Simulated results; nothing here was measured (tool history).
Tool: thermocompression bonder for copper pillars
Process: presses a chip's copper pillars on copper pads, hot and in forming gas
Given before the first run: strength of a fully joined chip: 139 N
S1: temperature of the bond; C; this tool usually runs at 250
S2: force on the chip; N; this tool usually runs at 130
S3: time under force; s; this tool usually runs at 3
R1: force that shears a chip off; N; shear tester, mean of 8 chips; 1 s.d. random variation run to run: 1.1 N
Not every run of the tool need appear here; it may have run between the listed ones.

{"run": 1, "day": 0.0, "S1": 250, "S2": 130, "S3": 3, "R1": 90.4}
{"run": 2, "day": 0.5, "S1": 250, "S2": 130, "S3": 3, "R1": 92.9}
{"run": 3, "day": 0.858, "S1": 250, "S2": 130, "S3": 7, "R1": 111.6}
{"run": 4, "day": 1.392, "S1": 250, "S2": 130, "S3": 3, "R1": 92.3}
{"run": 5, "day": 1.721, "S1": 250, "S2": 130, "S3": 3, "R1": 92.9}
{"run": 6, "day": 2.088, "S1": 250, "S2": 110, "S3": 3, "R1": 85}
{"run": 7, "day": 2.792, "S1": 250, "S2": 110, "S3": 3, "R1": 82.8}
{"run": 8, "day": 3.104, "S1": 273, "S2": 110, "S3": 3, "R1": 104.6}
{"run": 9, "day": 3.712, "S1": 250, "S2": 130, "S3": 3, "R1": 89.5}
{"run": 10, "day": 4.075, "S1": 250, "S2": 130, "S3": 3, "R1": 92.6}
{"run": 11, "day": 4.596, "S1": 250, "S2": 130, "S3": 3, "R1": 89.9}
{"run": 12, "day": 5.271, "S1": 250, "S2": 130, "S3": 3, "R1": 90.2}
{"run": 13, "day": 5.696, "S1": 250, "S2": 130, "S3": 3, "R1": 88.8}
{"run": 14, "day": 6.15, "S1": 264, "S2": 130, "S3": 3, "R1": 103.1}
{"run": 15, "day": 6.717, "S1": 264, "S2": 130, "S3": 3, "R1": 101.8}
{"run": 16, "day": 7.354, "S1": 264, "S2": 130, "S3": 3, "R1": 101.1}
{"run": 17, "day": 7.808, "S1": 264, "S2": 130, "S3": 3, "R1": 102.7}
{"run": 18, "day": 8.162, "S1": 250, "S2": 130, "S3": 3, "R1": 88.4}
{"run": 19, "day": 8.829, "S1": 250, "S2": 130, "S3": 3, "R1": 89.7}
{"run": 20, "day": 9.408, "S1": 228, "S2": 130, "S3": 3, "R1": 68.4}
{"run": 21, "day": 9.962, "S1": 276, "S2": 150, "S3": 8, "R1": 125.6}
{"run": 22, "day": 10.358, "S1": 276, "S2": 150, "S3": 8, "R1": 124.4}
{"run": 23, "day": 10.671, "S1": 250, "S2": 122, "S3": 2, "R1": 76}
{"run": 24, "day": 11.225, "S1": 258, "S2": 108, "S3": 3, "R1": 88.8}
{"run": 25, "day": 11.717, "S1": 258, "S2": 108, "S3": 3, "R1": 88.2}
{"day": 12.125, "done": "heater calibrated with a thermocouple chip"}
{"run": 26, "day": 12.233, "S1": 258, "S2": 108, "S3": 3, "R1": 80.7}
{"run": 27, "day": 12.546, "S1": 258, "S2": 108, "S3": 3, "R1": 82.3}
{"run": 28, "day": 13.129, "S1": 279, "S2": 130, "S3": 3, "R1": 106.9}
{"run": 29, "day": 13.562, "S1": 250, "S2": 85, "S3": 3, "R1": 65.5}
{"run": 30, "day": 14.267, "S1": 246, "S2": 130, "S3": 3, "R1": 77.6}
{"run": 31, "day": 14.617, "S1": 246, "S2": 130, "S3": 3, "R1": 78.1}
{"run": 32, "day": 15.033, "S1": 246, "S2": 130, "S3": 3, "R1": 76.6}
{"day": 15.704, "done": "forming gas filter changed"}
{"run": 33, "day": 15.704, "S1": 264, "S2": 157, "S3": 6, "R1": 127.4}
{"run": 34, "day": 16.388, "S1": 246, "S2": 124, "S3": 2, "R1": 73.2}
{"run": 35, "day": 16.912, "S1": 270, "S2": 124, "S3": 2, "R1": 96.8}
{"run": 36, "day": 17.404, "S1": 270, "S2": 124, "S3": 2, "R1": 96.7}
{"run": 37, "day": 17.804, "S1": 275, "S2": 130, "S3": 3, "R1": 113.3}
{"run": 38, "day": 18.288, "S1": 236, "S2": 103, "S3": 7, "R1": 86.1}
{"run": 39, "day": 18.796, "S1": 234, "S2": 123, "S3": 4, "R1": 76.8}

Consider 5 possible next runs. They are alternatives, not a sequence: every one starts from the tool as it was left by run 39. What does each give?
{"run": "A", "day": 19.362, "S1": 250, "S2": 101, "S3": 3, "R1": "?"}
{"run": "B", "day": 19.362, "S1": 256, "S2": 86, "S3": 2, "R1": "?"}
{"run": "C", "day": 19.362, "S1": 279, "S2": 123, "S3": 4, "R1": "?"}
{"run": "D", "day": 19.362, "S1": 234, "S2": 190, "S3": 4, "R1": "?"}
{"run": "E", "day": 19.362, "S1": 276, "S2": 130, "S3": 3, "R1": "?"}

run=A R1=75.8
run=B R1=66.3
run=C R1=119.7
run=D R1=95.1
run=E R1=112
Had the tool no hidden state, the same runs would have come out as:
run=A R1=79.2
run=B R1=69.4
run=C R1=123.2
run=D R1=98.9
run=E R1=115.5

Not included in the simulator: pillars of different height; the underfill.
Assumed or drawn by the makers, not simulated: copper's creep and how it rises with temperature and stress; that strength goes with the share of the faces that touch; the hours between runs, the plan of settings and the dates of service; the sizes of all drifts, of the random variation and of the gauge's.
